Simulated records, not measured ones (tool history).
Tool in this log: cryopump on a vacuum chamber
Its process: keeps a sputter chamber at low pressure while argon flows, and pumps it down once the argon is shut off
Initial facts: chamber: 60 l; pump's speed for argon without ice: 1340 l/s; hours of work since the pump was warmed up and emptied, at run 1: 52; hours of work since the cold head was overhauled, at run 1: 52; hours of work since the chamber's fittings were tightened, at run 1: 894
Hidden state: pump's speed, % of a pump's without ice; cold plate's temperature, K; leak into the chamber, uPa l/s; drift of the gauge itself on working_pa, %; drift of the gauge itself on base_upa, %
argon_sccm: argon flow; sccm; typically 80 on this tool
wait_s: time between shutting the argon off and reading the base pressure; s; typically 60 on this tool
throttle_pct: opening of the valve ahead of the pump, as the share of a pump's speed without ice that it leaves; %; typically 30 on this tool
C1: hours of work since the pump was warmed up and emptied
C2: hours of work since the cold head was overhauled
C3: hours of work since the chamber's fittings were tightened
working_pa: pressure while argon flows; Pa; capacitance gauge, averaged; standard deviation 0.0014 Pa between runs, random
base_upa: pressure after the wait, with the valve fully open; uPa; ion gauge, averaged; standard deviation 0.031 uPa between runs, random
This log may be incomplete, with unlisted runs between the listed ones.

Run 1, hour 0: usual settings; C1 52; C2 52; C3 894. Result: working_pa 0.3384 Pa, base_upa 2.13 uPa.
Run 2, hour 48.7: usual settings but wait_s 39 s; C1 83; C2 83; C3 925. Result: working_pa 0.3381 Pa, base_upa 2.82 uPa.
Run 3, hour 94.7: usual settings but throttle_pct 26 %; C1 113; C2 113; C3 955. Result: working_pa 0.3907 Pa, base_upa 2.18 uPa.
Run 4, hour 167.3: usual settings; C1 159; C2 159; C3 1001. Result: working_pa 0.3422 Pa, base_upa 2.2 uPa.
Run 5, hour 232.3: usual settings; C1 200; C2 200; C3 1043. Result: working_pa 0.3407 Pa, base_upa 2.19 uPa.
Run 6, hour 276: usual settings but wait_s 29 s; C1 228; C2 228; C3 1070. Result: working_pa 0.3436 Pa, base_upa 3.69 uPa.
Run 7, hour 307.9: usual settings but argon_sccm 123 sccm; C1 249; C2 249; C3 1091. Result: working_pa 0.5264 Pa, base_upa 2.18 uPa.
Run 8, hour 338.4: usual settings but argon_sccm 123 sccm; C1 268; C2 268; C3 1110. Result: working_pa 0.5268 Pa, base_upa 2.35 uPa.
Run 9, hour 386.8: usual settings but argon_sccm 123 sccm; C1 299; C2 299; C3 1141. Result: working_pa 0.529 Pa, base_upa 2.34 uPa.
Run 10, hour 447.4: usual settings but throttle_pct 15 %; C1 338; C2 338; C3 1180. Result: working_pa 0.6822 Pa, base_upa 2.33 uPa.
Run 11, hour 489.7: usual settings but throttle_pct 15 %; C1 365; C2 365; C3 1207. Result: working_pa 0.6824 Pa, base_upa 2.36 uPa.
Run 12, hour 524.2: usual settings but wait_s 129 s; C1 387; C2 387; C3 1229. Result: working_pa 0.3464 Pa, base_upa 1.65 uPa.
Run 13, hour 578.7: usual settings but wait_s 129 s; C1 422; C2 422; C3 1264. Result: working_pa 0.348 Pa, base_upa 1.62 uPa.
Run 14, hour 633.3: usual settings; C1 456; C2 456; C3 1299. Result: working_pa 0.3428 Pa, base_upa 2.53 uPa.
Run 15, hour 704.7: usual settings; C1 502; C2 502; C3 1344. Result: working_pa 0.3485 Pa, base_upa 2.51 uPa.
Run 16, hour 748.4: usual settings but argon_sccm 135 sccm, throttle_pct 55 %; C1 530; C2 530; C3 1372. Result: working_pa 0.3311 Pa, base_upa 2.41 uPa.
Run 17, hour 779.8: usual settings but argon_sccm 63 sccm, wait_s 37 s; C1 550; C2 550; C3 1392. Result: working_pa 0.2758 Pa, base_upa 3.33 uPa.
Run 18, hour 837.7: usual settings but argon_sccm 33 sccm, wait_s 112 s, throttle_pct 33 %; C1 587; C2 587; C3 1429. Result: working_pa 0.1324 Pa, base_upa 1.98 uPa.
Run 19, hour 901.2: usual settings but argon_sccm 96 sccm, wait_s 87 s; C1 627; C2 627; C3 1470. Result: working_pa 0.4213 Pa, base_upa 2.18 uPa.
Run 20, hour 938.2: usual settings but argon_sccm 95 sccm, wait_s 93 s, throttle_pct 28 %; C1 651; C2 651; C3 1493. Result: working_pa 0.4471 Pa, base_upa 2.14 uPa.
Run 21, hour 1000: usual settings but argon_sccm 51 sccm, throttle_pct 36 %; C1 691; C2 691; C3 1533. Result: working_pa 0.1885 Pa, base_upa 2.65 uPa.
Run 22, hour 1074.9: usual settings but argon_sccm 35 sccm, wait_s 91 s, throttle_pct 25 %; C1 738; C2 738; C3 1580. Result: working_pa 0.184 Pa, base_upa 2.29 uPa.
Run 23, hour 1127.9: usual settings but argon_sccm 35 sccm, wait_s 91 s, throttle_pct 25 %; C1 772; C2 772; C3 1614. Result: working_pa 0.1846 Pa, base_upa 2.21 uPa.
Run 24, hour 1175.9: usual settings but argon_sccm 105 sccm, wait_s 246 s, throttle_pct 32 %; C1 803; C2 803; C3 1645. Result: working_pa 0.4348 Pa, base_upa 1.69 uPa.
Run 25, hour 1206.2: usual settings but argon_sccm 114 sccm, wait_s 42 s, throttle_pct 29 %; C1 822; C2 822; C3 1664. Result: working_pa 0.5267 Pa, base_upa 3.47 uPa.
Run 26, hour 1252.4: usual settings but argon_sccm 114 sccm, wait_s 42 s, throttle_pct 29 %; C1 852; C2 852; C3 1694. Result: working_pa 0.5262 Pa, base_upa 3.43 uPa.
Run 27, hour 1289.5: usual settings but argon_sccm 114 sccm, wait_s 42 s, throttle_pct 29 %; C1 875; C2 875; C3 1718. Result: working_pa 0.5251 Pa, base_upa 3.39 uPa.
Run 28, hour 1320.6: usual settings but argon_sccm 86 sccm; C1 895; C2 895; C3 1737. Result: working_pa 0.3859 Pa, base_upa 2.85 uPa.

What will run 29 give?
Run 29, hour 1376.3: usual settings but argon_sccm 55 sccm, wait_s 211 s; C1 931; C2 931; C3 1773. Result: working_pa ?, base_upa ?.

{"run 29": {"working_pa": 0.2461, "base_upa": 1.87}}
The same run, on a tool lacking any hidden state, would have yielded working_pa 0.2304 Pa, base_upa 0.57 uPa.
